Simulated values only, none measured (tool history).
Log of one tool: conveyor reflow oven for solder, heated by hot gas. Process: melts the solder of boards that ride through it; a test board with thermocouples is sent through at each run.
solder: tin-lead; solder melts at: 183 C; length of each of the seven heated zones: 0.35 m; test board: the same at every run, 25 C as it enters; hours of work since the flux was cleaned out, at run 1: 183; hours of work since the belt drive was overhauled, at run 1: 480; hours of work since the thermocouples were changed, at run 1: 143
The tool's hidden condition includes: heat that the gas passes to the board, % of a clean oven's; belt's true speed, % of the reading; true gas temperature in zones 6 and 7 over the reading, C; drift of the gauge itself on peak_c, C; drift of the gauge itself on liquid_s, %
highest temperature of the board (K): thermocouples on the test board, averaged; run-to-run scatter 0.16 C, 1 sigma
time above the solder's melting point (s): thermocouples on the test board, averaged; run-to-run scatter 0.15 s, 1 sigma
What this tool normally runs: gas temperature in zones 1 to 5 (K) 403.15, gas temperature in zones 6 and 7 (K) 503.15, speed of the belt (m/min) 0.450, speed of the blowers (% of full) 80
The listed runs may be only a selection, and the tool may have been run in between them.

run     day  gas temperature in zones 1 to 5 (K)  gas temperature in zones 6 and 7 (K)  speed of the belt (m/min)  speed of the blowers (% of full)  hours of work since the flux was cleaned out  hours of work since the belt drive was overhauled  hours of work since the thermocouples were changed  highest temperature of the board (K)  time above the solder's melting point (s)
  1   0.000                               403.15                                503.15                      0.450                                80                                           183                                                480                                                 143                                490.85                                       70.0
  2   1.900                               403.15                                512.15                      0.450                                80                                           204                                                501                                                 165                                499.15                                       76.4
  3   4.358                               403.15                                503.15                      0.450                                80                                           232                                                529                                                 192                                490.45                                       69.8
  4   8.208                               403.15                                503.15                      0.450                                80                                           275                                                572                                                 235                                490.35                                       69.4
  5  11.567                               403.15                                503.15                      0.450                                80                                           312                                                610                                                 273                                490.05                                       69.4
  6  14.775                               403.15                                503.15                      0.450                                80                                           348                                                645                                                 309                                489.65                                       69.5
  7  17.021                               403.15                                503.15                      0.450                                80                                           374                                                671                                                 334                                489.65                                       68.8
     19.800  -- flux residue cleaned out of gas plates and filters
  8  20.767                               403.15                                503.15                      0.450                                80                                            11                                                710                                                 373                                491.45                                       71.7
  9  22.671                               403.15                                503.15                      0.450                                80                                            32                                                731                                                 395                                491.45                                       71.5
     23.088  -- belt drive overhauled, speed set with a stopwatch
 10  26.904                               403.15                                503.15                      0.450                                80                                            78                                                 43                                                 440                                491.25                                       72.0
 11  28.704                               403.15                                503.15                      0.450                                80                                            98                                                 63                                                 460                                491.25                                       71.8
 12  32.396                               403.15                                503.15                      0.450                                86                                           139                                                104                                                 502                                491.85                                       72.7
     32.792  -- belt drive overhauled, speed set with a stopwatch, once more
 13  35.800                               403.15                                503.15                      0.450                                80                                           175                                                 34                                                 538                                489.95                                       68.1
 14  37.871                               403.15                                510.15                      0.450                                80                                           199                                                 57                                                 561                                496.25                                       73.6
 15  41.196                               403.15                                510.15                      0.450                                80                                           236                                                 94                                                 598                                495.75                                       73.3
 16  44.646                               403.15                                510.15                      0.450                                80                                           274                                                133                                                 637                                495.95                                       73.0
 17  48.667                               403.15                                503.15                      0.450                                52                                           319                                                178                                                 682                                484.75                                       61.2
 18  52.350                               403.15                                503.15                      0.371                                80                                           361                                                219                                                 723                                493.35                                       88.5
 19  54.162                               403.15                                503.15                      0.432                                80                                           381                                                239                                                 744                                489.95                                       71.0
     56.429  -- flux residue cleaned out of gas plates and filters
 20  57.275                               393.15                                503.15                      0.450                                80                                             9                                                272                                                 776                                489.75                                       65.4
 21  58.988                               404.15                                495.15                      0.450                                77                                            29                                                291                                                 795                                483.15                                       62.8
 22  61.896                               404.15                                495.15                      0.450                                77                                            61                                                323                                                 828                                482.95                                       62.7
     62.533  -- thermocouples of zones 6 and 7 changed
 23  63.662                               404.15                                495.15                      0.450                                77                                            80                                                342                                                  13                                484.55                                       64.1
 24  65.900                               403.15                                512.15                      0.450                                80                                           105                                                367                                                  38                                500.25                                       77.2
 25  68.533                               403.15                                512.15                      0.450                                80                                           135                                                397                                                  67                                500.15                                       76.9
 26  70.521                               394.15                                493.15                      0.458                                79                                           157                                                419                                                  89                                480.85                                       55.2
 27  72.267                               403.15                                495.15                      0.496                                80                                           176                                                439                                                 109                                481.55                                       53.9
 28  75.908                               396.15                                503.15                      0.486                                63                                           217                                                479                                                 150                                485.15                                       55.8
 29  77.642                               403.15                                503.15                      0.412                                80                                           237                                                499                                                 169                                493.65                                       79.5

Branching from run 29: 3 alternative next runs. What would each branch give?
  A  81.479                               397.15                                518.15                      0.528                                80                                           279                                                542                                                 212                                     ?                                          ?
  B  81.479                               403.15                                516.15                      0.412                                80                                           279                                                542                                                 212                                     ?                                          ?
  C  81.479                               403.15                                501.15                      0.412                                80                                           279                                                542                                                 212                                     ?                                          ?

run  highest temperature of the board (K)  time above the solder's melting point (s)
  A                                498.25                                       61.7
  B                                505.35                                       88.2
  C                                491.45                                       77.7
Stripped of hidden state, with their random variation kept, the same runs would have yielded:
run  highest temperature of the board (K)  time above the solder's melting point (s)
  A                                500.15                                       62.2
  B                                506.75                                       87.8
  C                                492.75                                       78.2
